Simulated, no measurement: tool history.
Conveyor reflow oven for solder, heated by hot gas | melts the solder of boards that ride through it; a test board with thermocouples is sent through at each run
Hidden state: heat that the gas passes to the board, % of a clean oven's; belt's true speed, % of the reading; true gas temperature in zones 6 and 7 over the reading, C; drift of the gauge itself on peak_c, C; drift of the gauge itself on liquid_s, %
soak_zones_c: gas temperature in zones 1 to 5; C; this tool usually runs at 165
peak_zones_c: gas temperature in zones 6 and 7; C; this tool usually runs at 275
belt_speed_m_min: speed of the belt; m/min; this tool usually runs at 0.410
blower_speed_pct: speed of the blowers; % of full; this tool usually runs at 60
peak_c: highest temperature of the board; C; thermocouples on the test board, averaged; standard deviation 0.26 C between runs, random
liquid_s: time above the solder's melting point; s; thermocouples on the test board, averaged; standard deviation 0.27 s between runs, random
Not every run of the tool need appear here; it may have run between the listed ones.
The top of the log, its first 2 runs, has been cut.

run	hour	soak_zones_c	peak_zones_c	belt_speed_m_min	blower_speed_pct	hours of work since the flux was cleaned out	hours of work since the belt drive was overhauled	hours of work since the thermocouples were changed	peak_c	liquid_s
3	37.4	165	275	0.410	60	48	536	618	252.1	59.9
4	61.3	165	275	0.410	60	63	551	633	252.5	60.7
5	81.1	165	275	0.410	60	75	563	646	252.5	60.9
6	98.6	176	275	0.410	60	86	575	657	254.6	67.2
7	116.7	176	275	0.410	60	98	586	668	254.2	67.3
8	130.2	176	275	0.410	60	106	595	677	254.3	67.5
9	150.0	176	275	0.410	60	119	607	690	254.3	66.6
10	173.8	176	275	0.410	60	134	622	705	253.9	67.0
11	186.4	155	275	0.410	60	142	630	713	249.5	54.7
12	207.3	155	275	0.410	60	155	643	726	249.5	54.5
13	230.4	155	275	0.410	60	170	658	740	249.5	55.2
# hour 247.4: flux residue cleaned out of gas plates and filters
14	248.1	165	275	0.387	60	0	666	749	255.1	68.1
15	270.4	165	275	0.387	60	15	680	763	255.7	67.9
16	285.2	165	275	0.410	60	24	690	772	253.3	62.3
17	303.7	165	275	0.410	60	36	701	784	253.1	61.5
18	323.2	165	282	0.410	76	48	714	796	263.2	69.8
19	338.0	165	282	0.410	76	57	723	805	263.0	69.9
20	360.8	174	282	0.410	76	72	737	820	264.8	74.4
21	373.2	174	282	0.410	87	80	745	828	266.9	75.2
22	390.1	174	282	0.396	87	90	756	838	267.9	78.4

Run 23 comes next. What will it give?
23	412.8	164	275	0.410	62	105	770	853	?	?

{"run 23": {"peak_c": 253.3, "liquid_s": 61.3}}
If the tool had no hidden condition, the same run with the same run-to-run variation would have returned peak_c 251.4 C, liquid_s 59.5 s.

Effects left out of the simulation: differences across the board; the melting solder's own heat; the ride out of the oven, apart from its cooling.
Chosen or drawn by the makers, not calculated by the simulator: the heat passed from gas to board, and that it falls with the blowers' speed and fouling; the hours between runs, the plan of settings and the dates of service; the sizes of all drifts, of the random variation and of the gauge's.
